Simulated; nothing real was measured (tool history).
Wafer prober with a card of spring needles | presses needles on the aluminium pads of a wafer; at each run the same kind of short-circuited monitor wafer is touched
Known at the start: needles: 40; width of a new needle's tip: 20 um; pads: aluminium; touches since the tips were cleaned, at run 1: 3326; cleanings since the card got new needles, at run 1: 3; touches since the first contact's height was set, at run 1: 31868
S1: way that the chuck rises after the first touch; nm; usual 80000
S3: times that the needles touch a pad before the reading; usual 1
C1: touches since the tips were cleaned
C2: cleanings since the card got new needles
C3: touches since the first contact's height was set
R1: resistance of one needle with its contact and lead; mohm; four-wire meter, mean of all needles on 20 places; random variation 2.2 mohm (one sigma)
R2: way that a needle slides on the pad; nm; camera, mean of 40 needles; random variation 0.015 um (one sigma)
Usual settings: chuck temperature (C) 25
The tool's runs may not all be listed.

{"run": 1, "hour": 0.0, "S1": 80000, "chuck temperature (C)": 25, "S3": 1, "C1": 3326, "C2": 3, "C3": 31868, "R1": 278, "R2": 20490}
{"run": 2, "hour": 10.3, "S1": 80000, "chuck temperature (C)": 25, "S3": 1, "C1": 5696, "C2": 3, "C3": 34238, "R1": 295, "R2": 20540}
{"run": 3, "hour": 17.1, "S1": 80000, "chuck temperature (C)": 100, "S3": 1, "C1": 7265, "C2": 3, "C3": 35807, "R1": 310, "R2": 20510}
{"hour": 22.3, "done": "tips cleaned on abrasive film"}
{"run": 4, "hour": 23.1, "S1": 80000, "chuck temperature (C)": 100, "S3": 1, "C1": 169, "C2": 4, "C3": 37169, "R1": 266, "R2": 20510}
{"run": 5, "hour": 29.0, "S1": 80000, "chuck temperature (C)": 100, "S3": 1, "C1": 1534, "C2": 4, "C3": 38534, "R1": 285, "R2": 20500}
{"run": 6, "hour": 38.9, "S1": 80000, "chuck temperature (C)": 100, "S3": 1, "C1": 3827, "C2": 4, "C3": 40827, "R1": 297, "R2": 20480}
{"run": 7, "hour": 45.4, "S1": 80000, "chuck temperature (C)": 100, "S3": 1, "C1": 5322, "C2": 4, "C3": 42322, "R1": 305, "R2": 20510}
{"run": 8, "hour": 55.2, "S1": 80000, "chuck temperature (C)": 25, "S3": 1, "C1": 7589, "C2": 4, "C3": 44589, "R1": 297, "R2": 20480}
{"hour": 58.5, "done": "tips cleaned on abrasive film"}
{"run": 9, "hour": 60.1, "S1": 80000, "chuck temperature (C)": 25, "S3": 1, "C1": 368, "C2": 5, "C3": 45705, "R1": 247, "R2": 20470}
{"run": 10, "hour": 70.3, "S1": 80000, "chuck temperature (C)": 25, "S3": 1, "C1": 2715, "C2": 5, "C3": 48052, "R1": 270, "R2": 20490}
{"run": 11, "hour": 79.6, "S1": 80000, "chuck temperature (C)": 25, "S3": 1, "C1": 4865, "C2": 5, "C3": 50202, "R1": 283, "R2": 20440}
{"run": 12, "hour": 84.4, "S1": 80000, "chuck temperature (C)": 25, "S3": 2, "C1": 5961, "C2": 5, "C3": 51298, "R1": 270, "R2": 20460}
{"run": 13, "hour": 91.2, "S1": 80000, "chuck temperature (C)": 25, "S3": 2, "C1": 7544, "C2": 5, "C3": 52881, "R1": 278, "R2": 20490}
{"hour": 95.0, "done": "tips cleaned on abrasive film"}
{"run": 14, "hour": 97.3, "S1": 80000, "chuck temperature (C)": 25, "S3": 2, "C1": 539, "C2": 6, "C3": 54269, "R1": 246, "R2": 20470}
{"run": 15, "hour": 108.9, "S1": 80000, "chuck temperature (C)": 25, "S3": 2, "C1": 3207, "C2": 6, "C3": 56937, "R1": 263, "R2": 20460}
{"run": 16, "hour": 119.3, "S1": 80000, "chuck temperature (C)": 25, "S3": 1, "C1": 5614, "C2": 6, "C3": 59344, "R1": 296, "R2": 20440}
{"run": 17, "hour": 126.6, "S1": 80000, "chuck temperature (C)": 25, "S3": 1, "C1": 7288, "C2": 6, "C3": 61018, "R1": 300, "R2": 20480}
{"hour": 131.2, "done": "tips cleaned on abrasive film"}
{"run": 18, "hour": 135.2, "S1": 80000, "chuck temperature (C)": 41, "S3": 2, "C1": 920, "C2": 7, "C3": 62977, "R1": 250, "R2": 20440}
{"run": 19, "hour": 142.1, "S1": 80000, "chuck temperature (C)": 41, "S3": 2, "C1": 2521, "C2": 7, "C3": 64578, "R1": 262, "R2": 20440}
{"run": 20, "hour": 147.4, "S1": 80000, "chuck temperature (C)": 27, "S3": 1, "C1": 3739, "C2": 7, "C3": 65796, "R1": 284, "R2": 20450}
{"run": 21, "hour": 153.6, "S1": 80000, "chuck temperature (C)": 25, "S3": 1, "C1": 5186, "C2": 7, "C3": 67243, "R1": 290, "R2": 20420}
{"run": 22, "hour": 161.7, "S1": 89000, "chuck temperature (C)": 72, "S3": 3, "C1": 7043, "C2": 7, "C3": 69100, "R1": 264, "R2": 22750}
{"hour": 167.5, "done": "tips cleaned on abrasive film"}
{"run": 23, "hour": 167.5, "S1": 78000, "chuck temperature (C)": 25, "S3": 1, "C1": 0, "C2": 8, "C3": 70432, "R1": 245, "R2": 19930}
{"run": 24, "hour": 179.3, "S1": 78000, "chuck temperature (C)": 25, "S3": 1, "C1": 2713, "C2": 8, "C3": 73145, "R1": 279, "R2": 19920}
{"run": 25, "hour": 187.1, "S1": 78000, "chuck temperature (C)": 25, "S3": 1, "C1": 4514, "C2": 8, "C3": 74946, "R1": 286, "R2": 19910}
{"run": 26, "hour": 194.2, "S1": 78000, "chuck temperature (C)": 25, "S3": 1, "C1": 6163, "C2": 8, "C3": 76595, "R1": 303, "R2": 19910}
{"run": 27, "hour": 199.9, "S1": 78000, "chuck temperature (C)": 25, "S3": 1, "C1": 7467, "C2": 8, "C3": 77899, "R1": 304, "R2": 19900}
{"hour": 204.1, "done": "tips cleaned on abrasive film"}
{"run": 28, "hour": 207.7, "S1": 86000, "chuck temperature (C)": 25, "S3": 1, "C1": 834, "C2": 9, "C3": 79672, "R1": 249, "R2": 21940}
{"run": 29, "hour": 219.2, "S1": 61000, "chuck temperature (C)": 25, "S3": 1, "C1": 3488, "C2": 9, "C3": 82326, "R1": 308, "R2": 15510}
{"run": 30, "hour": 226.2, "S1": 80000, "chuck temperature (C)": 29, "S3": 2, "C1": 5101, "C2": 9, "C3": 83939, "R1": 272, "R2": 20400}
{"run": 31, "hour": 234.5, "S1": 81000, "chuck temperature (C)": 98, "S3": 3, "C1": 7030, "C2": 9, "C3": 85868, "R1": 275, "R2": 20680}
{"hour": 240.8, "done": "tips cleaned on abrasive film"}
{"run": 32, "hour": 242.4, "S1": 89000, "chuck temperature (C)": 26, "S3": 1, "C1": 367, "C2": 10, "C3": 87660, "R1": 241, "R2": 22690}
{"run": 33, "hour": 252.4, "S1": 89000, "chuck temperature (C)": 35, "S3": 1, "C1": 2681, "C2": 10, "C3": 89974, "R1": 266, "R2": 22720}
{"run": 34, "hour": 260.6, "S1": 89000, "chuck temperature (C)": 35, "S3": 1, "C1": 4581, "C2": 10, "C3": 91874, "R1": 283, "R2": 22670}

Some steps in R1 between neighbouring runs. How much of each would the tool show without its hidden state too (settings, what came in, random variation), and how much is left for the hidden state, with any gauge scatter that isn't in both results?
The hidden state here: debris on the tips, nm; way that the needles fall short of the set height, um; tips' diameter, um; drift of the gauge itself on contact_mohm, %; drift of the gauge itself on scrub_um, %.
Run 8 -> 9: tips cleaned on abrasive film. R1 -50 mohm: hidden state -53, all else +3.
Run 17 -> 18: chuck temperature (C) 25 -> 41, S3 1 -> 2, tips cleaned on abrasive film. R1 -50 mohm: hidden state -50, all else +0.
Run 27 -> 28: S1 78000 -> 86000, tips cleaned on abrasive film. R1 -55 mohm: hidden state -49, all else -6.
Run 28 -> 29: S1 86000 -> 61000. R1 +59 mohm: hidden state +54, all else +5.
